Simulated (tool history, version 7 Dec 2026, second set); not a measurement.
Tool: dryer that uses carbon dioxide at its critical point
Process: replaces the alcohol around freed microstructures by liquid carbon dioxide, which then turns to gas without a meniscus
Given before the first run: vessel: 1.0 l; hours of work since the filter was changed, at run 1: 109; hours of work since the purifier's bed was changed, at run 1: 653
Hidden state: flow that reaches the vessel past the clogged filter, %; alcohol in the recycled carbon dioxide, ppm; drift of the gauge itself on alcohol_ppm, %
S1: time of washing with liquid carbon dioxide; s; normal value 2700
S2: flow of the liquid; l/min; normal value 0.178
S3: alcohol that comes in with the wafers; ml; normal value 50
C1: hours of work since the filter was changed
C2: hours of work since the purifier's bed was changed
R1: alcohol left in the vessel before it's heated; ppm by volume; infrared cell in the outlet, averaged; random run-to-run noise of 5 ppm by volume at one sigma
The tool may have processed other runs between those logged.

run   hour    S1     S2  S3   C1   C2   R1
  1    0.0  2700  0.178  50  109  653  145
  2   55.8  2700  0.178  50  141  684  160
  3  125.6  2700  0.178  50  180  723  145
  4  166.0  2700  0.178  50  202  746  161
  5  202.8  2700  0.178  50  223  766  152
  6  245.3  2220  0.178  50  247  790  263
  7  304.6  2220  0.182  73  280  823  330
  8  371.8  3720  0.220  79  317  861  144
  9  436.1  3060  0.299  66  353  897  145
 10  480.0  3060  0.299  66  378  921  151
 11  548.1  3060  0.299  66  416  959  154

Here are 4 independent what-if runs from the current tool condition. What would each one return?
  A  605.2  3060  0.299  46  448  991   ?
  B  605.2  3060  0.159  61  448  991   ?
  C  605.2  2700  0.145  50  448  991   ?
  D  605.2  1740  0.196  50  448  991   ?

run   R1
  A  159
  B  225
  C  362
  D  550
Stripped of hidden state, with their random variation kept, the same runs would have yielded:
run   R1
  A    2
  B   37
  C  112
  D  232
